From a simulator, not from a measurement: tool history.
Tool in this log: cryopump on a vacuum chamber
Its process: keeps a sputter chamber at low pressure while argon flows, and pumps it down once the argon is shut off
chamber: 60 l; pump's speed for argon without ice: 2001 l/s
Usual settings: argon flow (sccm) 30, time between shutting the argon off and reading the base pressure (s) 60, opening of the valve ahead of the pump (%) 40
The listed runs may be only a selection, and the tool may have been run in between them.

run	day	argon flow (sccm)	time between shutting the argon off and reading the base pressure (s)	opening of the valve ahead of the pump (%)	pressure while argon flows (Pa)	pressure after the wait (uPa)
1	0.000	30	60	40	0.0659	1.80
2	0.900	30	60	40	0.0657	1.81
3	1.700	30	180	40	0.0645	1.57
4	2.383	15	60	40	0.0324	1.81
5	3.308	15	60	40	0.0330	1.82
6	4.192	15	60	40	0.0329	1.74
7	5.033	16	218	40	0.0356	1.56
8	5.812	27	63	43	0.0552	1.88
9	6.400	25	102	40	0.0550	1.76
10	7.058	28	242	21	0.1158	1.64
11	8.200	30	126	44	0.0610	1.72

3 options for the next run, each taken on its own from the tool as it stands now. Forecast them:
# day 8.600: leaking fittings of the chamber tightened, without venting
A	9.575	30	100	52	?	?
# day 8.600: leaking fittings of the chamber tightened, without venting
B	9.575	43	24	16	?	?
# day 8.600: leaking fittings of the chamber tightened, without venting
C	9.575	30	21	45	?	?

run	pressure while argon flows (Pa)	pressure after the wait (uPa)
A	0.0512	0.44
B	0.2304	1.16
C	0.0586	1.34
Without the tool's unlogged condition, the same runs would have read:
run	pressure while argon flows (Pa)	pressure after the wait (uPa)
A	0.0482	0.37
B	0.2260	1.10
C	0.0555	1.28

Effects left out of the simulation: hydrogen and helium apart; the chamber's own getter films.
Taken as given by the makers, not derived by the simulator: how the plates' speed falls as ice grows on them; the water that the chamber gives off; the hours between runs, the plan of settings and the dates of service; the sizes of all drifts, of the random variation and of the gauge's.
